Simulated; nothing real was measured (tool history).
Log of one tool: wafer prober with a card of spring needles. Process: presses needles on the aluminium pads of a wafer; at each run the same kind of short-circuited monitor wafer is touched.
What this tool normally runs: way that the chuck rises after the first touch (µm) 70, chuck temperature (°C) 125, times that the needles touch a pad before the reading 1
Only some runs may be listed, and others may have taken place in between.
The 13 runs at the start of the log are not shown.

run,hour,way that the chuck rises after the first touch (µm),chuck temperature (°C),times that the needles touch a pad before the reading,resistance of one needle with its contact and lead (mohm),way that a needle slides on the pad (µm)
# hour 84.6: tips cleaned on abrasive film
14,84.8,70,125,1,275,10.41
15,92.6,70,125,1,270,10.48
16,101.4,88,125,1,272,13.16
17,106.8,88,125,1,272,13.20
18,112.6,84,125,1,270,12.52
19,120.5,62,125,1,274,9.32
20,124.9,62,120,1,270,9.21
# hour 128.7: tips cleaned on abrasive film
21,133.9,62,120,1,273,9.31
22,142.2,62,120,1,267,9.30
23,148.1,70,101,1,268,10.55
24,156.9,60,125,3,270,9.01
25,164.8,60,125,3,270,8.94
26,169.3,73,26,3,242,10.94
# hour 172.6: tips cleaned on abrasive film
27,176.6,64,39,1,245,9.55
28,183.0,65,89,2,262,9.70
29,189.3,77,98,3,264,11.49
30,197.3,61,32,2,247,9.10
31,202.0,80,125,1,273,11.95
32,207.0,77,125,3,271,11.49
33,212.2,80,54,1,251,11.99
# hour 216.8: tips cleaned on abrasive film
34,219.7,67,30,2,243,10.03
35,227.9,70,29,2,243,10.51

3 ways to go on from here, each from the tool as it stands after run 35. What would each give?
A,234.9,66,95,2,?,?
B,234.9,64,29,2,?,?
C,234.9,89,30,3,?,?

run,resistance of one needle with its contact and lead (mohm),way that a needle slides on the pad (µm)
A,265,9.90
B,243,9.60
C,246,13.33
The same runs, with their run-to-run variation unchanged, on a tool lacking any hidden condition would have given:
run,resistance of one needle with its contact and lead (mohm),way that a needle slides on the pad (µm)
A,264,9.90
B,242,9.61
C,245,13.33
